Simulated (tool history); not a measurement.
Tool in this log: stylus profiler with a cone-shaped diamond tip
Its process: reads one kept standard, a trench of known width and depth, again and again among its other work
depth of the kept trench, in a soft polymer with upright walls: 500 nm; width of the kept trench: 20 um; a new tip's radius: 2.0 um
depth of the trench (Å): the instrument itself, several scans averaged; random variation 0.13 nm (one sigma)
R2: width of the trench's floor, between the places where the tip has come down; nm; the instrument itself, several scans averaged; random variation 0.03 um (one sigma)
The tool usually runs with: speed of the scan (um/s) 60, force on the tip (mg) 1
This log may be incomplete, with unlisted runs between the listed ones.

run 1 hour=0 | speed_of_the_scan_(um/s)=60 force_on_the_tip_(mg)=1 | depth_of_the_trench_(Å)=5026.4 R2=16690
run 2 hour=13.4 | speed_of_the_scan_(um/s)=60 force_on_the_tip_(mg)=2.01 | depth_of_the_trench_(Å)=5046.3 R2=16960
run 3 hour=26.7 | speed_of_the_scan_(um/s)=60 force_on_the_tip_(mg)=1.2 | depth_of_the_trench_(Å)=5033.6 R2=16800
run 4 hour=53.9 | speed_of_the_scan_(um/s)=60 force_on_the_tip_(mg)=1.2 | depth_of_the_trench_(Å)=5030.8 R2=16740
run 5 hour=74.2 | speed_of_the_scan_(um/s)=60 force_on_the_tip_(mg)=1.2 | depth_of_the_trench_(Å)=5032.2 R2=16750
run 6 hour=96.8 | speed_of_the_scan_(um/s)=60 force_on_the_tip_(mg)=1 | depth_of_the_trench_(Å)=5028.8 R2=16720
run 7 hour=110.4 | speed_of_the_scan_(um/s)=60 force_on_the_tip_(mg)=1 | depth_of_the_trench_(Å)=5029.1 R2=16710
run 8 hour=125.8 | speed_of_the_scan_(um/s)=60 force_on_the_tip_(mg)=1 | depth_of_the_trench_(Å)=5028.1 R2=16700
run 9 hour=145 | speed_of_the_scan_(um/s)=32 force_on_the_tip_(mg)=0.71 | depth_of_the_trench_(Å)=5022.7 R2=16960
run 10 hour=170.7 | speed_of_the_scan_(um/s)=104 force_on_the_tip_(mg)=1.18 | depth_of_the_trench_(Å)=5033.2 R2=16360
run 11 hour=188.5 | speed_of_the_scan_(um/s)=60 force_on_the_tip_(mg)=1.15 | depth_of_the_trench_(Å)=5033.1 R2=16730
run 12 hour=215.4 | speed_of_the_scan_(um/s)=60 force_on_the_tip_(mg)=1.15 | depth_of_the_trench_(Å)=5031.1 R2=16730
run 13 hour=228.9 | speed_of_the_scan_(um/s)=60 force_on_the_tip_(mg)=1.15 | depth_of_the_trench_(Å)=5031.2 R2=16750
run 14 hour=255.8 | speed_of_the_scan_(um/s)=29 force_on_the_tip_(mg)=1.92 | depth_of_the_trench_(Å)=5042.5 R2=17130
run 15 hour=282.9 | speed_of_the_scan_(um/s)=17 force_on_the_tip_(mg)=2.74 | depth_of_the_trench_(Å)=5054 R2=17240

Some steps in R2, run to run, broken into two amounts with sign: the step expected even without the hidden condition (settings, incoming material, random variation), and the rest, left for the hidden condition together with whatever gauge scatter is not in both the measured and the hidden-condition-free result:
Hidden conditions of the tool in this case: radius of the tip, um; height scale over the true one, %; drift of the gauge itself on depth_nm, %; drift of the gauge itself on floor_um, %.
Run 1 -> 2: force on the tip (mg) 1 -> 2.01. R2 +270 nm: hidden state -10, all else +280.
Run 9 -> 10: speed of the scan (um/s) 32 -> 104, force on the tip (mg) 0.71 -> 1.18. R2 -600 nm: hidden state +0, all else -600.
